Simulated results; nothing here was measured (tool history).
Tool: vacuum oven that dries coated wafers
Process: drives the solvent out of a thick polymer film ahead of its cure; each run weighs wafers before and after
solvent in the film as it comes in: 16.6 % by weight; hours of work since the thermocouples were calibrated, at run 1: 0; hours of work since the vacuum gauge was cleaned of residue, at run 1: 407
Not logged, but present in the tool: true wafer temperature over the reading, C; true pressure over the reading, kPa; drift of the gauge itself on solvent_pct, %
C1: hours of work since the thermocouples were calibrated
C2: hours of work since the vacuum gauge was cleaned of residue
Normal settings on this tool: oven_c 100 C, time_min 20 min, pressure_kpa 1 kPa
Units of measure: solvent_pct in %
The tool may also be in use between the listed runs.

run 1 hour=0 | oven_c=100 time_min=20 pressure_kpa=1 | C1=0 C2=407 | solvent_pct=1.39
run 2 hour=104.5 | oven_c=100 time_min=20 pressure_kpa=1 | C1=42 C2=449 | solvent_pct=1.35
run 3 hour=196.3 | oven_c=100 time_min=20 pressure_kpa=1 | C1=79 C2=486 | solvent_pct=1.38
run 4 hour=294.2 | oven_c=100 time_min=20 pressure_kpa=1 | C1=119 C2=525 | solvent_pct=1.38
run 5 hour=395.9 | oven_c=100 time_min=20 pressure_kpa=1 | C1=159 C2=566 | solvent_pct=1.38
run 6 hour=458.2 | oven_c=97 time_min=20 pressure_kpa=1 | C1=185 C2=591 | solvent_pct=2
run 7 hour=520.9 | oven_c=100 time_min=20 pressure_kpa=2.27 | C1=210 C2=616 | solvent_pct=1.94
run 8 hour=586.6 | oven_c=100 time_min=20 pressure_kpa=2.27 | C1=236 C2=643 | solvent_pct=1.89
run 9 hour=672 | oven_c=87 time_min=15 pressure_kpa=1.22 | C1=271 C2=677 | solvent_pct=6.63
run 10 hour=719.9 | oven_c=110 time_min=28 pressure_kpa=1 | C1=290 C2=697 | solvent_pct=0.32
run 11 hour=812 | oven_c=92 time_min=17 pressure_kpa=0.71 | C1=327 C2=734 | solvent_pct=3.97
run 12 hour=858.8 | oven_c=92 time_min=22 pressure_kpa=1.61 | C1=346 C2=753 | solvent_pct=3.37
run 13 hour=905 | oven_c=92 time_min=22 pressure_kpa=1.61 | C1=365 C2=771 | solvent_pct=3.35
run 14 hour=979.1 | oven_c=96 time_min=20 pressure_kpa=3.62 | C1=394 C2=801 | solvent_pct=3.46

Forecast each of these 4 alternatives for the next run:
run A hour=1035.7 | oven_c=100 time_min=20 pressure_kpa=0.64 | C1=417 C2=824 | solvent_pct=?
run B hour=1035.7 | oven_c=87 time_min=18 pressure_kpa=1.42 | C1=417 C2=824 | solvent_pct=?
run C hour=1035.7 | oven_c=96 time_min=16 pressure_kpa=1.11 | C1=417 C2=824 | solvent_pct=?
run D hour=1035.7 | oven_c=96 time_min=26 pressure_kpa=2.42 | C1=417 C2=824 | solvent_pct=?

run=A solvent_pct=1.23
run=B solvent_pct=5.79
run=C solvent_pct=3.16
run=D solvent_pct=2.18
Stripped of hidden state, with their random variation kept, the same runs would have yielded:
run=A solvent_pct=1.23
run=B solvent_pct=5.79
run=C solvent_pct=3.16
run=D solvent_pct=2.18
